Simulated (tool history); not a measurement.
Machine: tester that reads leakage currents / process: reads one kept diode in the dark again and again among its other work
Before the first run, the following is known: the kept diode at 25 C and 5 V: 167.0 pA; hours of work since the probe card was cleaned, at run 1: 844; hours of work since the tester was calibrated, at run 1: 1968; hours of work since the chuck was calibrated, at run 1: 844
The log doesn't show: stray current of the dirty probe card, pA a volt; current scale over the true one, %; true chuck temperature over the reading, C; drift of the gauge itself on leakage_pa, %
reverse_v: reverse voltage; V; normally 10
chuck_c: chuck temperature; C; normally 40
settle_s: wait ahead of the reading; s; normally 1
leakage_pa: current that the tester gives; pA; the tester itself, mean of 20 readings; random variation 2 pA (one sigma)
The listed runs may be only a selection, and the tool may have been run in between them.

run,hour,reverse_v,chuck_c,settle_s,hours of work since the probe card was cleaned,hours of work since the tester was calibrated,hours of work since the chuck was calibrated,leakage_pa
1,0,10,40,1,844,1968,844,736.3
2,90,10,40,1,892,2016,892,745.24
3,243.4,10,40,1.65,973,2097,973,753.22
# hour 293.8: chuck's temperature calibrated
4,352.4,10,40,0.36,1029,2153,31,682.66
5,435.6,1.4,40,0.36,1073,2197,75,296.47
6,532.1,3.3,40,1,1124,2248,126,426
7,677.1,3.3,30,1,1201,2325,202,210.67
8,833.1,3.5,30,7.72,1283,2407,285,218.64
# hour 846.5: tester calibrated
9,931.5,3.5,30,7.72,1334,45,336,218.98
10,1064.1,3.5,30,7.72,1404,115,406,220.28
# hour 1083.3: probe card cleaned and baked
11,1190,7.1,26,1.38,56,180,471,211.65

What if the next run were any one of these 5? Each begins from the tool's condition after run 11:
# hour 1284.6: tester calibrated, once more
A,1364,7.1,26,1.8,147,42,562,?
# hour 1284.6: tester calibrated, once more
B,1364,3.3,30,1.38,147,42,562,?
# hour 1284.6: tester calibrated, once more
C,1364,10.5,24,1.09,147,42,562,?
# hour 1284.6: tester calibrated, once more
D,1364,7.4,25,7.83,147,42,562,?
# hour 1284.6: tester calibrated, once more
E,1364,17.7,21,0.44,147,42,562,?

run,leakage_pa
A,216.12
B,212.09
C,220.73
D,203.45
E,221.36
What these runs would have given with no unlogged condition in the tool:
run,leakage_pa
A,208.57
B,205.69
C,212.17
D,196.13
E,211.06
